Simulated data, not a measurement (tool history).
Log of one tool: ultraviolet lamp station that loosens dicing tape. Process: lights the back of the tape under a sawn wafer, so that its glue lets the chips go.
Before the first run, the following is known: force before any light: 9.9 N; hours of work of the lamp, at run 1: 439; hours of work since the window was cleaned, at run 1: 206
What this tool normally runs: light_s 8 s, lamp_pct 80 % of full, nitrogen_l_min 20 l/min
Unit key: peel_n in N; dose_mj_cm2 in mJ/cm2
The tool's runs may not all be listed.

run     day  light_s  lamp_pct  nitrogen_l_min  hours of work of the lamp  hours of work since the window was cleaned  peel_n  dose_mj_cm2
  1       0        8        80              20                        439                                         206   0.219          223
  2   0.908        8        80              20                        456                                         223   0.213          224
  3   1.958        8        80              20                        476                                         243   0.209          225
  4   2.592        8        80              20                        488                                         255   0.208          223
  5   3.179        8        80              20                        500                                         267   0.215          231
  6   4.092        8        80              20                        517                                         284   0.211          227
  7   4.971        8        80              20                        534                                         301   0.212          224
      5.325  -- window cleaned of glue's vapour
  8   5.638        8        80              20                        546                                           6   0.226          225
  9   6.617        8        80              20                        565                                          25   0.219          231
 10   7.525        8        80              20                        583                                          42   0.203          233
 11   8.533        8        80              20                        602                                          61   0.215          225
 12   9.042        8        80              20                        612                                          71   0.218          225
 13   9.783        8        68              20                        626                                          85   0.302          193
 14  10.408        8        91              20                        638                                          97   0.168          260
 15  11.054        8        91              20                        650                                         110   0.168          262
 16  11.933        8        91              20                        667                                         127   0.173          259
 17    12.8        6        80              20                        684                                         143   0.426          170
 18    13.4        6        80              20                        695                                         155   0.437          166
 19  13.954       14        80              20                        706                                         165   0.115          391
 20  14.571        8        89              20                        718                                         177   0.172          248
 21  15.388        8        89              20                        733                                         193   0.162          251
 22  16.008        8        89              20                        745                                         205   0.168          249
 23  16.554        8        94              22                        756                                         215   0.153          267
 24  17.646        7        80              20                        776                                         236   0.293          197
 25  18.446        8        77              39                        792                                         251   0.151          220
 26  19.292        8        85               8                        808                                         268   0.448          236
 27  20.138        8        74              12                        824                                         284   0.411          211
 28  20.596       11        91              22                        833                                         293   0.119          357
     21.396  -- window cleaned of glue's vapour
 29  21.558        5        91              16                        851                                           3   0.606          159
 30  22.104       16        71              22                        862                                          14   0.112          402
 31  22.942        6        80              24                        878                                          30   0.354          169
 32  23.779        6        80              24                        894                                          46   0.345          169
 33  24.842        6        80              24                        914                                          66   0.375          171
 34  25.742        6        80              24                        931                                          83   0.359          170
 35  26.212        4        96              20                        940                                          92   0.756          137
 36  27.167        8        81              19                        959                                         111   0.211          232
 37  27.783        8        81              19                        970                                         122   0.231          224
 38  28.717        8        81              19                        988                                         140   0.214          225
 39  29.754        7        80              37                       1008                                         160   0.177          201
 40  30.512        6        95               9                       1023                                         175   0.652          202
 41  31.312        8        60              11                       1038                                         190   0.788          168
 42  32.017        8        88              11                       1051                                         204   0.299          249
 43  32.929       14        80              19                       1069                                         221   0.121          390
 44  33.888       14        80              19                       1087                                         239   0.116          399

What differs in the tool's unlogged condition from the final listed run ahead of each entry between runs to the first listed run following it?
Logged between run 7 and run 8: window cleaned of glue's vapour (day 5.325)
  light that the window lets through, % of a clean one's: 99.9 -> 100
Logged between run 28 and run 29: window cleaned of glue's vapour (day 21.396)
  light that the window lets through, % of a clean one's: 99.9 -> 100
